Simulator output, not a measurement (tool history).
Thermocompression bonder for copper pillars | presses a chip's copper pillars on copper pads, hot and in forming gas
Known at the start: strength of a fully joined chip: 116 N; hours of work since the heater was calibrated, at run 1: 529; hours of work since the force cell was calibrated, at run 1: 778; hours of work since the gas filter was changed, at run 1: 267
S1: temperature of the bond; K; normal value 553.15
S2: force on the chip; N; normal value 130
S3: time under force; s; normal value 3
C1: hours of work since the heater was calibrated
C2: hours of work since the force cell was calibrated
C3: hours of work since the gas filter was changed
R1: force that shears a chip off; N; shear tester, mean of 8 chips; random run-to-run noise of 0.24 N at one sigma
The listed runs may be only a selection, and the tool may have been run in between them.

{"run": 1, "hour": 0.0, "S1": 553.15, "S2": 130, "S3": 3, "C1": 529, "C2": 778, "C3": 267, "R1": 50.4}
{"run": 2, "hour": 27.3, "S1": 553.15, "S2": 130, "S3": 9, "C1": 541, "C2": 790, "C3": 279, "R1": 72.2}
{"run": 3, "hour": 64.2, "S1": 553.15, "S2": 130, "S3": 9, "C1": 557, "C2": 806, "C3": 295, "R1": 72.3}
{"run": 4, "hour": 100.7, "S1": 553.15, "S2": 130, "S3": 9, "C1": 573, "C2": 822, "C3": 311, "R1": 72.1}
{"run": 5, "hour": 131.8, "S1": 553.15, "S2": 130, "S3": 9, "C1": 586, "C2": 835, "C3": 324, "R1": 72.1}
{"run": 6, "hour": 153.9, "S1": 553.15, "S2": 78, "S3": 3, "C1": 596, "C2": 844, "C3": 334, "R1": 39.4}
{"run": 7, "hour": 171.8, "S1": 582.15, "S2": 130, "S3": 3, "C1": 603, "C2": 852, "C3": 341, "R1": 69.1}
{"run": 8, "hour": 206.0, "S1": 582.15, "S2": 130, "S3": 3, "C1": 618, "C2": 867, "C3": 356, "R1": 69.2}
{"run": 9, "hour": 239.8, "S1": 582.15, "S2": 130, "S3": 3, "C1": 633, "C2": 882, "C3": 371, "R1": 69.0}
{"run": 10, "hour": 274.5, "S1": 531.15, "S2": 130, "S3": 3, "C1": 648, "C2": 896, "C3": 386, "R1": 35.6}
{"run": 11, "hour": 306.9, "S1": 531.15, "S2": 130, "S3": 3, "C1": 662, "C2": 910, "C3": 400, "R1": 35.5}
{"run": 12, "hour": 331.4, "S1": 553.15, "S2": 130, "S3": 3, "C1": 672, "C2": 921, "C3": 410, "R1": 48.9}
{"hour": 355.6, "done": "gauge calibrated"}
{"run": 13, "hour": 360.2, "S1": 553.15, "S2": 130, "S3": 3, "C1": 685, "C2": 933, "C3": 423, "R1": 50.3}
{"run": 14, "hour": 390.2, "S1": 553.15, "S2": 130, "S3": 3, "C1": 698, "C2": 946, "C3": 436, "R1": 50.5}
{"run": 15, "hour": 414.2, "S1": 553.15, "S2": 130, "S3": 2, "C1": 708, "C2": 957, "C3": 446, "R1": 42.9}
{"hour": 452.0, "done": "forming gas filter changed"}
{"run": 16, "hour": 453.3, "S1": 553.15, "S2": 130, "S3": 2, "C1": 724, "C2": 973, "C3": 1, "R1": 43.2}
{"run": 17, "hour": 475.2, "S1": 553.15, "S2": 130, "S3": 2, "C1": 734, "C2": 983, "C3": 10, "R1": 43.0}
{"run": 18, "hour": 503.3, "S1": 575.15, "S2": 130, "S3": 2, "C1": 746, "C2": 995, "C3": 22, "R1": 57.1}
{"run": 19, "hour": 538.4, "S1": 575.15, "S2": 130, "S3": 2, "C1": 761, "C2": 1010, "C3": 37, "R1": 56.8}
{"run": 20, "hour": 556.0, "S1": 575.15, "S2": 130, "S3": 2, "C1": 769, "C2": 1018, "C3": 45, "R1": 56.8}
{"run": 21, "hour": 575.7, "S1": 575.15, "S2": 130, "S3": 2, "C1": 777, "C2": 1026, "C3": 53, "R1": 56.1}
{"run": 22, "hour": 609.8, "S1": 575.15, "S2": 130, "S3": 2, "C1": 792, "C2": 1041, "C3": 68, "R1": 56.3}
{"run": 23, "hour": 644.9, "S1": 528.15, "S2": 135, "S3": 3, "C1": 807, "C2": 1056, "C3": 83, "R1": 34.2}
{"run": 24, "hour": 666.0, "S1": 528.15, "S2": 135, "S3": 3, "C1": 816, "C2": 1065, "C3": 92, "R1": 34.4}
{"run": 25, "hour": 701.7, "S1": 572.15, "S2": 103, "S3": 2, "C1": 832, "C2": 1080, "C3": 108, "R1": 49.1}
{"run": 26, "hour": 725.6, "S1": 572.15, "S2": 170, "S3": 2, "C1": 842, "C2": 1091, "C3": 118, "R1": 60.4}
{"run": 27, "hour": 750.4, "S1": 572.15, "S2": 170, "S3": 2, "C1": 853, "C2": 1101, "C3": 129, "R1": 60.5}
{"run": 28, "hour": 787.8, "S1": 580.15, "S2": 112, "S3": 3, "C1": 869, "C2": 1117, "C3": 145, "R1": 63.6}
{"run": 29, "hour": 804.6, "S1": 553.15, "S2": 183, "S3": 9, "C1": 876, "C2": 1125, "C3": 152, "R1": 78.3}
{"run": 30, "hour": 822.6, "S1": 553.15, "S2": 183, "S3": 9, "C1": 884, "C2": 1132, "C3": 160, "R1": 78.4}
{"run": 31, "hour": 846.4, "S1": 553.15, "S2": 128, "S3": 3, "C1": 894, "C2": 1143, "C3": 170, "R1": 48.1}
{"hour": 858.0, "done": "gauge calibrated"}
{"run": 32, "hour": 865.0, "S1": 562.15, "S2": 128, "S3": 5, "C1": 902, "C2": 1151, "C3": 178, "R1": 66.6}
{"run": 33, "hour": 893.1, "S1": 537.15, "S2": 130, "S3": 8, "C1": 914, "C2": 1163, "C3": 190, "R1": 57.5}
{"run": 34, "hour": 921.2, "S1": 537.15, "S2": 130, "S3": 8, "C1": 926, "C2": 1175, "C3": 202, "R1": 57.3}
{"run": 35, "hour": 944.4, "S1": 537.15, "S2": 130, "S3": 8, "C1": 936, "C2": 1185, "C3": 212, "R1": 57.3}
{"run": 36, "hour": 974.3, "S1": 541.15, "S2": 185, "S3": 8, "C1": 949, "C2": 1198, "C3": 225, "R1": 69.2}
{"run": 37, "hour": 1007.0, "S1": 541.15, "S2": 185, "S3": 8, "C1": 963, "C2": 1212, "C3": 239, "R1": 68.8}
{"run": 38, "hour": 1044.5, "S1": 551.15, "S2": 90, "S3": 2, "C1": 979, "C2": 1228, "C3": 255, "R1": 34.6}
{"run": 39, "hour": 1072.8, "S1": 535.15, "S2": 109, "S3": 2, "C1": 991, "C2": 1240, "C3": 268, "R1": 29.6}

Consider 4 possible next runs. They are alternatives, not a sequence: every one starts from the tool as it was left by run 39. What does each give?
{"run": "A", "hour": 1103.9, "S1": 553.15, "S2": 184, "S3": 3, "C1": 1005, "C2": 1254, "C3": 281, "R1": "?"}
{"run": "B", "hour": 1103.9, "S1": 554.15, "S2": 130, "S3": 8, "C1": 1005, "C2": 1254, "C3": 281, "R1": "?"}
{"run": "C", "hour": 1103.9, "S1": 536.15, "S2": 109, "S3": 2, "C1": 1005, "C2": 1254, "C3": 281, "R1": "?"}
{"run": "D", "hour": 1103.9, "S1": 553.15, "S2": 94, "S3": 2, "C1": 1005, "C2": 1254, "C3": 281, "R1": "?"}

run=A R1=57.9
run=B R1=69.5
run=C R1=30.0
run=D R1=36.1
What these runs would have given with no unlogged condition in the tool:
run=A R1=59.2
run=B R1=71.1
run=C R1=30.7
run=D R1=37.0
